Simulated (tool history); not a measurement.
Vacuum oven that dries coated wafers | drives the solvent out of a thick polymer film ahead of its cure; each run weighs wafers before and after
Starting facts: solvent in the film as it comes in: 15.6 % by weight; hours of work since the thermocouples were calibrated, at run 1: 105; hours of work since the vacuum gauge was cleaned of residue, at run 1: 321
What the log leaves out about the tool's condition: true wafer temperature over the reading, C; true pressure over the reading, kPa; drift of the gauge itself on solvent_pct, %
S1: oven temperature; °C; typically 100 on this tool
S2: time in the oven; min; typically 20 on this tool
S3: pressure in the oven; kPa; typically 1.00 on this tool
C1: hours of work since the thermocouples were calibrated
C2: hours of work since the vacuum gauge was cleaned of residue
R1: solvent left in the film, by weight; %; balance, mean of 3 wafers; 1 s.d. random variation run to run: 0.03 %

run	hour	S1	S2	S3	C1	C2	R1
1	0.0	100	20	1.00	105	321	1.02
2	13.4	100	20	1.00	115	331	1.04
3	22.3	100	24	1.00	122	338	0.80
4	37.5	100	20	0.87	133	349	0.96
5	44.5	100	20	0.87	138	354	0.95
6	51.3	100	20	0.87	143	359	0.95
7	58.6	100	20	0.87	149	365	0.93
8	70.1	94	20	1.00	158	373	1.92
9	79.3	94	20	1.00	164	380	1.93
10	92.8	94	20	1.00	175	391	1.96
11	105.0	94	20	1.00	184	400	2.00
12	113.2	94	20	1.00	190	406	1.91
13	125.9	100	20	1.00	200	415	0.98
14	137.3	101	20	1.00	208	424	0.89
15	146.9	101	20	1.00	215	431	0.95
# hour 149.2: vacuum gauge cleaned of residue and calibrated
16	162.5	101	20	1.00	226	10	0.93
17	169.7	100	20	1.18	231	15	1.15
18	176.4	100	20	1.18	236	20	1.11
# hour 178.8: vacuum gauge cleaned of residue and calibrated, once more
19	185.3	100	20	1.18	242	5	1.07
20	194.5	100	20	1.18	249	12	1.11
21	203.1	100	20	1.18	255	18	1.06
22	216.7	100	20	1.18	266	29	1.15
23	229.8	85	11	0.95	275	38	6.91
24	242.7	100	14	1.00	285	48	1.76
25	254.1	100	14	1.00	294	57	1.76
26	265.5	100	14	1.00	302	65	1.78
27	278.8	100	14	1.00	312	75	1.80
28	286.6	92	12	1.00	318	81	4.39
29	294.7	109	26	2.60	324	87	1.01
30	307.4	100	29	1.00	334	97	0.65
31	319.5	106	20	1.06	343	106	0.59
32	331.7	93	13	1.32	352	115	3.96
33	344.0	93	13	1.32	361	124	3.98
34	353.0	100	23	1.17	368	131	0.87
35	367.0	100	23	1.17	379	142	0.95
36	381.9	100	23	1.17	390	153	0.96
37	390.0	89	18	2.94	396	159	4.84
38	398.8	98	25	1.61	403	165	1.28
39	407.3	97	16	0.52	409	172	1.75
40	414.0	97	16	0.52	414	177	1.72
41	428.7	101	14	3.38	425	188	2.76

Alternative continuations, all from the tool just after run 41; predict every row:
A	441.8	99	11	3.03	435	198	?
B	441.8	94	20	0.67	435	198	?
C	441.8	104	20	1.00	435	198	?
D	441.8	114	23	1.57	435	198	?

run	R1
A	3.81
B	1.81
C	0.63
D	0.52
Without the tool's unlogged condition, the same runs would have read:
run	R1
A	3.65
B	1.68
C	0.58
D	0.50
